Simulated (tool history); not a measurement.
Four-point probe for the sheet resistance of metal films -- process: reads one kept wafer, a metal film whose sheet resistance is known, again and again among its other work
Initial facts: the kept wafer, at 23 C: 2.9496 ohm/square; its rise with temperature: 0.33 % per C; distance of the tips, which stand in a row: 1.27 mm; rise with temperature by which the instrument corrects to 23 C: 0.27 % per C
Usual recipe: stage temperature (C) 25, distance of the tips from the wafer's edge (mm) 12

run,day,stage temperature (C),distance of the tips from the wafer's edge (mm),sheet resistance as the instrument gives it (ohm/square)
1,0.000,25,12,2.970396
2,0.358,25,12,2.971870
3,0.983,25,12,2.970437
4,1.542,25,12,2.970824
5,1.958,25,12,2.971261
6,2.238,25,12,2.971505
7,2.800,20,12,2.961121
8,3.188,20,12,2.961306
9,3.592,20,12,2.961875
10,4.162,20,12,2.961299
11,4.796,25,12,2.970829
12,5.112,25,12,2.970967
13,5.633,25,56,2.954399
14,5.900,25,56,2.954391
15,6.312,25,56,2.953832
16,6.975,28,12,2.975113
17,7.246,28,12,2.976468
18,7.675,25,5,3.051712
19,8.312,24,19,2.958302
20,8.683,19,6,3.012290
21,9.271,25,6,3.023118
22,9.862,22,29,2.950603
23,10.396,19,6,3.013049
24,11.004,19,6,3.012880
25,11.283,22,61,2.949405
26,11.729,22,61,2.948150
27,12.058,25,12,2.971462
28,12.533,25,12,2.970945
29,12.962,25,6,3.022599
30,13.383,25,6,3.022821

Here are 3 independent what-if runs from the current tool condition. What would each one return?
A,13.925,25,17,?
B,13.925,25,3,?
C,13.925,25,5,?

run,sheet resistance as the instrument gives it (ohm/square)
A,2.961801
B,3.211430
C,3.051665
With no hidden state in the tool, these same runs would have given:
run,sheet resistance as the instrument gives it (ohm/square)
A,2.961774
B,3.211401
C,3.051637

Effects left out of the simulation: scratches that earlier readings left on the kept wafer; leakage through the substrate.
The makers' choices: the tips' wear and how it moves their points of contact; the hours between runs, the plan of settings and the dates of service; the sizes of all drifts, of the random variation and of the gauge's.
